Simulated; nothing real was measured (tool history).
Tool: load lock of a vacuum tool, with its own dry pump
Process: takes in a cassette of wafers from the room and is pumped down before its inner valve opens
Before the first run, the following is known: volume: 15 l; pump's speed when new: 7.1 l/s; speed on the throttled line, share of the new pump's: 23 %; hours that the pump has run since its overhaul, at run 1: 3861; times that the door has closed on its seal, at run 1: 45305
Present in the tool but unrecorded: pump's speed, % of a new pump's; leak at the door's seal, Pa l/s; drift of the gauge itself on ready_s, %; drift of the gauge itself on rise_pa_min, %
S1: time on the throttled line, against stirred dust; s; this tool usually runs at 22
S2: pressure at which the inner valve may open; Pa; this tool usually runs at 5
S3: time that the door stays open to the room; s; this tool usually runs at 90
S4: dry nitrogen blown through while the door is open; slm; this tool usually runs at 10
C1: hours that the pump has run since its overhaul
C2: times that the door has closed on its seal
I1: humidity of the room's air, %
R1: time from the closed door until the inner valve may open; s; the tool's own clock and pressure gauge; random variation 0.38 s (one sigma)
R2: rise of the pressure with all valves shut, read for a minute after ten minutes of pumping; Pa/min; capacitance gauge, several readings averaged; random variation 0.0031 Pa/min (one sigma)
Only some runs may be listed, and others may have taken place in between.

run,day,S1,S2,S3,S4,C1,C2,I1,R1,R2
1,0,22,5,90,10,3861,45305,41.8,38.5,0.138
2,4.958,22,5,79,10,3980,45789,47.7,38.2,0.142
3,11.217,22,5,90,10,4130,46399,44.4,38.5,0.15
4,17.692,22,5,90,10,4286,47030,47.1,38.4,0.155
5,20.758,22,5,90,10,4359,47329,42,39.1,0.142
6,23.692,22,5,124,10,4430,47615,45.9,38.6,0.169
7,29.504,40,7,27,6,4569,48182,45.9,51.7,0.126
8,32.879,21,10,136,4,4650,48510,48.1,36.6,0.209
9,36.254,22,7,90,5,4731,48839,42.8,38.9,0.169
10,41.504,22,7,90,5,4857,49351,44.1,38.4,0.172
11,45.85,22,5,29,23,4962,49775,43.7,38.7,0.119
12,51.175,25,7,77,6,5089,50294,44.4,40.5,0.155

Predict each of these 5 candidate next runs independently; none follows another, all start after run 12:
A,57.917,25,7,77,39,5251,50951,47.6,?,?
B,57.917,25,7,77,5,5251,50951,44.3,?,?
C,57.917,23,6,90,5,5251,50951,42,?,?
D,57.917,26,5,90,10,5251,50951,40.5,?,?
E,57.917,22,5,32,10,5251,50951,46.3,?,?

run,R1,R2
A,40.3,0.129
B,40.3,0.165
C,39,0.171
D,41.5,0.162
E,39.1,0.133
Take away the tool's hidden state, keep each run's random variation, and the runs would have read:
run,R1,R2
A,39.6,0.035
B,39.6,0.074
C,38.2,0.078
D,40.7,0.069
E,38.3,0.041

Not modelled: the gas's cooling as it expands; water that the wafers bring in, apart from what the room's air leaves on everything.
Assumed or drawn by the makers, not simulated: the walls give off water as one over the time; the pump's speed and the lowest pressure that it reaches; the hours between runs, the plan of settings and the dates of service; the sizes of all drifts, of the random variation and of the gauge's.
